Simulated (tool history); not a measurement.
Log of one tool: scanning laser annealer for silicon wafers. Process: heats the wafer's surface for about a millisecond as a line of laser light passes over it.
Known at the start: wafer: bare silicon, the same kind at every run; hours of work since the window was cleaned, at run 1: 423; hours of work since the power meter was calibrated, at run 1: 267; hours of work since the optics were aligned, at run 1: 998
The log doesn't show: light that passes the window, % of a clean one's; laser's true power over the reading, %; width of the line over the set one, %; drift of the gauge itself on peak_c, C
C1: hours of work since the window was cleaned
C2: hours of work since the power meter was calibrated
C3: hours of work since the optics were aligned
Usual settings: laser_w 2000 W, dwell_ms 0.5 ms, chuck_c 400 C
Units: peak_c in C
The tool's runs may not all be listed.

{"run": 1, "day": 0.0, "laser_w": 2000, "dwell_ms": 0.5, "chuck_c": 400, "C1": 423, "C2": 267, "C3": 998, "peak_c": 1130}
{"run": 2, "day": 0.521, "laser_w": 2000, "dwell_ms": 0.5, "chuck_c": 400, "C1": 430, "C2": 274, "C3": 1006, "peak_c": 1128}
{"run": 3, "day": 1.108, "laser_w": 1982, "dwell_ms": 0.5, "chuck_c": 400, "C1": 438, "C2": 282, "C3": 1014, "peak_c": 1121}
{"run": 4, "day": 1.721, "laser_w": 2000, "dwell_ms": 0.5, "chuck_c": 400, "C1": 446, "C2": 290, "C3": 1022, "peak_c": 1127}
{"run": 5, "day": 2.233, "laser_w": 2000, "dwell_ms": 0.5, "chuck_c": 400, "C1": 453, "C2": 297, "C3": 1029, "peak_c": 1127}
{"run": 6, "day": 2.767, "laser_w": 2000, "dwell_ms": 0.5, "chuck_c": 378, "C1": 461, "C2": 304, "C3": 1036, "peak_c": 1103}
{"run": 7, "day": 3.417, "laser_w": 1811, "dwell_ms": 0.483, "chuck_c": 378, "C1": 469, "C2": 313, "C3": 1045, "peak_c": 1017}
{"run": 8, "day": 3.754, "laser_w": 1843, "dwell_ms": 0.396, "chuck_c": 400, "C1": 474, "C2": 318, "C3": 1050, "peak_c": 981}
{"run": 9, "day": 4.183, "laser_w": 1727, "dwell_ms": 0.5, "chuck_c": 400, "C1": 480, "C2": 323, "C3": 1055, "peak_c": 1019}
{"run": 10, "day": 4.596, "laser_w": 2043, "dwell_ms": 0.5, "chuck_c": 400, "C1": 485, "C2": 329, "C3": 1061, "peak_c": 1143}

Forecast each of these 4 alternatives for the next run:
{"run": "A", "day": 5.321, "laser_w": 2000, "dwell_ms": 0.513, "chuck_c": 400, "C1": 495, "C2": 339, "C3": 1071, "peak_c": "?"}
{"run": "B", "day": 5.321, "laser_w": 2043, "dwell_ms": 0.398, "chuck_c": 400, "C1": 495, "C2": 339, "C3": 1071, "peak_c": "?"}
{"run": "C", "day": 5.321, "laser_w": 2043, "dwell_ms": 0.607, "chuck_c": 374, "C1": 495, "C2": 339, "C3": 1071, "peak_c": "?"}
{"run": "D", "day": 5.321, "laser_w": 2080, "dwell_ms": 0.527, "chuck_c": 400, "C1": 495, "C2": 339, "C3": 1071, "peak_c": "?"}

run=A peak_c=1135
run=B peak_c=1048
run=C peak_c=1202
run=D peak_c=1181
Without the tool's hidden state the same runs would have given:
run=A peak_c=1162
run=B peak_c=1072
run=C peak_c=1232
run=D peak_c=1209
